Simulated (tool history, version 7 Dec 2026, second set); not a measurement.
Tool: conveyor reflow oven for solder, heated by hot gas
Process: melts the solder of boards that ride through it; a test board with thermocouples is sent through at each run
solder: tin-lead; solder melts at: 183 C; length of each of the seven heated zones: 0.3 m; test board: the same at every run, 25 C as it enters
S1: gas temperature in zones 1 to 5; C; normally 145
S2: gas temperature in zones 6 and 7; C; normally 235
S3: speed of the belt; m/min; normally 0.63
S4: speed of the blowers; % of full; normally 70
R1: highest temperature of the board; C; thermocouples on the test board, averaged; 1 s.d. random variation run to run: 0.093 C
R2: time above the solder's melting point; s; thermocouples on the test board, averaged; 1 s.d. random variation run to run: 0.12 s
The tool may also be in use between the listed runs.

Run 1, hour 0: usual settings. Result: R1 218.62 C, R2 45.2 s.
At hour 20.1: thermocouples of zones 6 and 7 changed.
Run 2, hour 40.8: usual settings but S1 144 C. Result: R1 217.25 C, R2 44.3 s.
Run 3, hour 59: usual settings but S1 144 C. Result: R1 217.12 C, R2 43.9 s.
Run 4, hour 79: usual settings but S1 144 C. Result: R1 217.15 C, R2 43.9 s.
Run 5, hour 104.8: usual settings but S1 144 C, S2 244 C. Result: R1 224.38 C, R2 47.7 s.
Run 6, hour 133.5: usual settings. Result: R1 217.29 C, R2 44.3 s.
Run 7, hour 165.1: usual settings. Result: R1 217.13 C, R2 44.3 s.
Run 8, hour 192.5: usual settings. Result: R1 217.2 C, R2 44.3 s.
Run 9, hour 220.2: usual settings. Result: R1 217.08 C, R2 44.3 s.
Run 10, hour 250.4: usual settings. Result: R1 217.04 C, R2 44.2 s.
Run 11, hour 276.9: usual settings but S2 233 C. Result: R1 215.26 C, R2 43.4 s.
Run 12, hour 306.7: usual settings. Result: R1 216.89 C, R2 44.3 s.
Run 13, hour 341.1: usual settings. Result: R1 216.92 C, R2 44.2 s.
At hour 363.6: flux residue cleaned out of gas plates and filters.
Run 14, hour 365.9: usual settings. Result: R1 216.29 C, R2 43.6 s.
Run 15, hour 392.8: usual settings. Result: R1 216.32 C, R2 43.8 s.
Run 16, hour 427.5: usual settings but S1 159 C. Result: R1 219.15 C, R2 50.7 s.
Run 17, hour 454.7: usual settings but S1 159 C, S2 243 C, S3 0.737 m/min. Result: R1 220.25 C, R2 43.3 s.
Run 18, hour 486.1: usual settings but S1 159 C, S2 243 C, S3 0.737 m/min. Result: R1 220.3 C, R2 43 s.
Run 19, hour 517.9: usual settings but S1 150 C, S2 238 C, S3 0.686 m/min. Result: R1 216.68 C, R2 41.5 s.
At hour 556.4: flux residue cleaned out of gas plates and filters, once more.
Run 20, hour 557.5: usual settings but S3 0.638 m/min, S4 83 % of full. Result: R1 222.27 C, R2 47.3 s.
Run 21, hour 581.8: usual settings but S3 0.638 m/min, S4 83 % of full. Result: R1 222.04 C, R2 47.3 s.
Run 22, hour 620.9: usual settings but S1 133 C, S2 245 C, S3 0.56 m/min, S4 54 % of full. Result: R1 225.58 C, R2 51.7 s.
Run 23, hour 655.7: usual settings but S1 146 C, S2 245 C, S3 0.56 m/min, S4 51 % of full. Result: R1 227 C, R2 56.3 s.
Run 24, hour 690.6: usual settings but S2 247 C, S4 55 % of full. Result: R1 225.45 C, R2 48.9 s.
Run 25, hour 713.6: usual settings but S2 247 C, S4 55 % of full. Result: R1 225.47 C, R2 48.9 s.
Run 26, hour 754.1: usual settings but S2 247 C, S4 55 % of full. Result: R1 225.32 C, R2 48.8 s.
Run 27, hour 774.2: usual settings but S1 136 C, S2 233 C, S3 0.531 m/min, S4 55 % of full. Result: R1 217.67 C, R2 51.1 s.
Run 28, hour 794.6: usual settings but S1 136 C, S2 227 C, S3 0.563 m/min, S4 55 % of full. Result: R1 210.89 C, R2 43 s.
At hour 820.8: thermocouples of zones 6 and 7 changed.
Run 29, hour 835.8: usual settings but S1 136 C, S2 227 C, S3 0.563 m/min, S4 55 % of full. Result: R1 209.5 C, R2 42 s.
Run 30, hour 870.1: usual settings but S1 131 C, S2 227 C, S3 0.583 m/min, S4 55 % of full. Result: R1 207.23 C, R2 36.9 s.
Run 31, hour 902.4: usual settings but S1 131 C, S2 227 C, S3 0.583 m/min, S4 55 % of full. Result: R1 207.32 C, R2 37 s.
Run 32, hour 920.4: usual settings but S1 131 C, S2 248 C, S3 0.588 m/min, S4 68 % of full. Result: R1 228.37 C, R2 50.6 s.

Branching from run 32: 3 alternative next runs. What would each branch give?
Run A, hour 948.1: usual settings but S1 135 C, S2 248 C, S3 0.52 m/min, S4 71 % of full. Result: R1 ?, R2 ?.
Run B, hour 948.1: usual settings but S1 144 C, S2 243 C, S4 62 % of full. Result: R1 ?, R2 ?.
Run C, hour 948.1: usual settings but S1 143 C, S2 248 C, S3 0.547 m/min, S4 68 % of full. Result: R1 ?, R2 ?.

run      R1    R2
  A     234  61.4
  B  222.49  47.3
  C  232.74  59.8
Without the tool's unlogged condition, the same runs would have read:
run      R1    R2
  A   234.8  60.8
  B  223.34  47.1
  C  233.52  59.2

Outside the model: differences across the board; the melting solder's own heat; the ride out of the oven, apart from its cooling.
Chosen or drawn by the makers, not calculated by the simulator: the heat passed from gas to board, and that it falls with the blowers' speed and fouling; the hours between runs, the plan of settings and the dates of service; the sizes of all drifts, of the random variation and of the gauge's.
